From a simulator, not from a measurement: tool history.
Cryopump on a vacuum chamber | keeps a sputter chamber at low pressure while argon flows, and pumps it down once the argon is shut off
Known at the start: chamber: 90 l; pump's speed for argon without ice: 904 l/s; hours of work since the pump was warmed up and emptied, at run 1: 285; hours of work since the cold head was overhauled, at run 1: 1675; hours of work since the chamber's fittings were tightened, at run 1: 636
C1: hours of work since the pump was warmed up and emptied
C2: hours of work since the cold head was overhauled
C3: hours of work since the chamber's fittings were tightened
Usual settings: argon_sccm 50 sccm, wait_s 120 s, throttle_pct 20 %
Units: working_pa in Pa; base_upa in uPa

{"run": 1, "hour": 0.0, "argon_sccm": 50, "wait_s": 120, "throttle_pct": 20, "C1": 285, "C2": 1675, "C3": 636, "working_pa": 0.4798, "base_upa": 2.97}
{"run": 2, "hour": 47.3, "argon_sccm": 50, "wait_s": 120, "throttle_pct": 20, "C1": 312, "C2": 1703, "C3": 664, "working_pa": 0.4783, "base_upa": 3.05}
{"run": 3, "hour": 96.1, "argon_sccm": 50, "wait_s": 120, "throttle_pct": 20, "C1": 340, "C2": 1731, "C3": 692, "working_pa": 0.4786, "base_upa": 3.17}
{"run": 4, "hour": 160.5, "argon_sccm": 50, "wait_s": 120, "throttle_pct": 20, "C1": 377, "C2": 1768, "C3": 729, "working_pa": 0.4773, "base_upa": 3.31}
{"run": 5, "hour": 212.3, "argon_sccm": 50, "wait_s": 120, "throttle_pct": 20, "C1": 407, "C2": 1798, "C3": 759, "working_pa": 0.4829, "base_upa": 3.53}
{"hour": 253.9, "done": "pump warmed up, emptied and cooled again"}
{"run": 6, "hour": 288.2, "argon_sccm": 50, "wait_s": 120, "throttle_pct": 20, "C1": 20, "C2": 1838, "C3": 800, "working_pa": 0.4723, "base_upa": 3.15}
{"run": 7, "hour": 350.4, "argon_sccm": 50, "wait_s": 120, "throttle_pct": 20, "C1": 56, "C2": 1874, "C3": 835, "working_pa": 0.4699, "base_upa": 3.42}
{"run": 8, "hour": 406.5, "argon_sccm": 50, "wait_s": 34, "throttle_pct": 20, "C1": 88, "C2": 1907, "C3": 868, "working_pa": 0.4719, "base_upa": 4.95}
{"run": 9, "hour": 477.1, "argon_sccm": 50, "wait_s": 77, "throttle_pct": 20, "C1": 129, "C2": 1947, "C3": 908, "working_pa": 0.4717, "base_upa": 4.03}
{"run": 10, "hour": 517.3, "argon_sccm": 44, "wait_s": 77, "throttle_pct": 20, "C1": 152, "C2": 1970, "C3": 932, "working_pa": 0.4153, "base_upa": 4.01}
{"run": 11, "hour": 560.4, "argon_sccm": 44, "wait_s": 77, "throttle_pct": 20, "C1": 177, "C2": 1995, "C3": 956, "working_pa": 0.4141, "base_upa": 4.21}
{"run": 12, "hour": 640.0, "argon_sccm": 44, "wait_s": 77, "throttle_pct": 20, "C1": 222, "C2": 2041, "C3": 1002, "working_pa": 0.4169, "base_upa": 4.34}
{"run": 13, "hour": 712.7, "argon_sccm": 50, "wait_s": 120, "throttle_pct": 17, "C1": 264, "C2": 2083, "C3": 1044, "working_pa": 0.5601, "base_upa": 4.3}
{"run": 14, "hour": 763.5, "argon_sccm": 50, "wait_s": 120, "throttle_pct": 20, "C1": 293, "C2": 2112, "C3": 1073, "working_pa": 0.4809, "base_upa": 4.41}
{"run": 15, "hour": 827.2, "argon_sccm": 50, "wait_s": 120, "throttle_pct": 20, "C1": 330, "C2": 2149, "C3": 1110, "working_pa": 0.4808, "base_upa": 4.64}
{"run": 16, "hour": 872.4, "argon_sccm": 50, "wait_s": 120, "throttle_pct": 20, "C1": 356, "C2": 2175, "C3": 1136, "working_pa": 0.4776, "base_upa": 4.72}
{"run": 17, "hour": 941.3, "argon_sccm": 50, "wait_s": 120, "throttle_pct": 20, "C1": 396, "C2": 2215, "C3": 1176, "working_pa": 0.4832, "base_upa": 4.93}
{"run": 18, "hour": 992.8, "argon_sccm": 50, "wait_s": 120, "throttle_pct": 20, "C1": 425, "C2": 2244, "C3": 1205, "working_pa": 0.4839, "base_upa": 4.94}
{"hour": 1003.8, "done": "pump warmed up, emptied and cooled again"}
{"run": 19, "hour": 1051.2, "argon_sccm": 21, "wait_s": 122, "throttle_pct": 54, "C1": 27, "C2": 2275, "C3": 1236, "working_pa": 0.0749, "base_upa": 4.62}
{"run": 20, "hour": 1131.9, "argon_sccm": 21, "wait_s": 122, "throttle_pct": 54, "C1": 74, "C2": 2321, "C3": 1283, "working_pa": 0.0755, "base_upa": 4.69}
{"run": 21, "hour": 1172.9, "argon_sccm": 33, "wait_s": 120, "throttle_pct": 20, "C1": 97, "C2": 2345, "C3": 1306, "working_pa": 0.3106, "base_upa": 4.76}
{"run": 22, "hour": 1247.4, "argon_sccm": 33, "wait_s": 120, "throttle_pct": 20, "C1": 140, "C2": 2388, "C3": 1349, "working_pa": 0.3142, "base_upa": 4.89}
{"run": 23, "hour": 1300.5, "argon_sccm": 50, "wait_s": 120, "throttle_pct": 36, "C1": 171, "C2": 2419, "C3": 1380, "working_pa": 0.2696, "base_upa": 5.19}
{"run": 24, "hour": 1365.4, "argon_sccm": 57, "wait_s": 297, "throttle_pct": 24, "C1": 208, "C2": 2456, "C3": 1417, "working_pa": 0.454, "base_upa": 5.03}
{"run": 25, "hour": 1425.3, "argon_sccm": 59, "wait_s": 297, "throttle_pct": 51, "C1": 243, "C2": 2490, "C3": 1452, "working_pa": 0.2276, "base_upa": 5.15}
{"run": 26, "hour": 1462.8, "argon_sccm": 50, "wait_s": 70, "throttle_pct": 28, "C1": 264, "C2": 2512, "C3": 1473, "working_pa": 0.344, "base_upa": 5.93}
{"run": 27, "hour": 1540.3, "argon_sccm": 34, "wait_s": 36, "throttle_pct": 24, "C1": 309, "C2": 2557, "C3": 1518, "working_pa": 0.2723, "base_upa": 7.31}
{"run": 28, "hour": 1615.0, "argon_sccm": 50, "wait_s": 28, "throttle_pct": 23, "C1": 352, "C2": 2600, "C3": 1561, "working_pa": 0.4191, "base_upa": 8.02}
{"hour": 1669.0, "done": "leaking fittings of the chamber tightened, without venting"}
{"run": 29, "hour": 1684.1, "argon_sccm": 98, "wait_s": 59, "throttle_pct": 32, "C1": 391, "C2": 2638, "C3": 9, "working_pa": 0.6045, "base_upa": 1.66}
{"run": 30, "hour": 1722.6, "argon_sccm": 98, "wait_s": 59, "throttle_pct": 32, "C1": 413, "C2": 2660, "C3": 31, "working_pa": 0.6055, "base_upa": 1.7}
{"hour": 1754.1, "done": "pump warmed up, emptied and cooled again"}
{"run": 31, "hour": 1791.4, "argon_sccm": 41, "wait_s": 21, "throttle_pct": 20, "C1": 21, "C2": 2697, "C3": 68, "working_pa": 0.3863, "base_upa": 3.88}
{"run": 32, "hour": 1843.9, "argon_sccm": 31, "wait_s": 37, "throttle_pct": 37, "C1": 52, "C2": 2727, "C3": 98, "working_pa": 0.1599, "base_upa": 2.73}
{"run": 33, "hour": 1917.7, "argon_sccm": 67, "wait_s": 41, "throttle_pct": 21, "C1": 94, "C2": 2770, "C3": 140, "working_pa": 0.607, "base_upa": 2.61}
{"run": 34, "hour": 1993.4, "argon_sccm": 67, "wait_s": 131, "throttle_pct": 21, "C1": 138, "C2": 2813, "C3": 184, "working_pa": 0.6005, "base_upa": 1.49}

Forecast each of these 3 alternatives for the next run:
{"run": "A", "hour": 2036.0, "argon_sccm": 50, "wait_s": 244, "throttle_pct": 15, "C1": 162, "C2": 2838, "C3": 208, "working_pa": "?", "base_upa": "?"}
{"run": "B", "hour": 2036.0, "argon_sccm": 31, "wait_s": 131, "throttle_pct": 57, "C1": 162, "C2": 2838, "C3": 208, "working_pa": "?", "base_upa": "?"}
{"run": "C", "hour": 2036.0, "argon_sccm": 33, "wait_s": 120, "throttle_pct": 44, "C1": 162, "C2": 2838, "C3": 208, "working_pa": "?", "base_upa": "?"}

run=A working_pa=0.6356 base_upa=1.25
run=B working_pa=0.1068 base_upa=1.54
run=C working_pa=0.1439 base_upa=1.61
Without the tool's hidden state the same runs would have given:
run=A working_pa=0.6286 base_upa=0.59
run=B working_pa=0.1025 base_upa=0.85
run=C working_pa=0.1394 base_upa=0.92
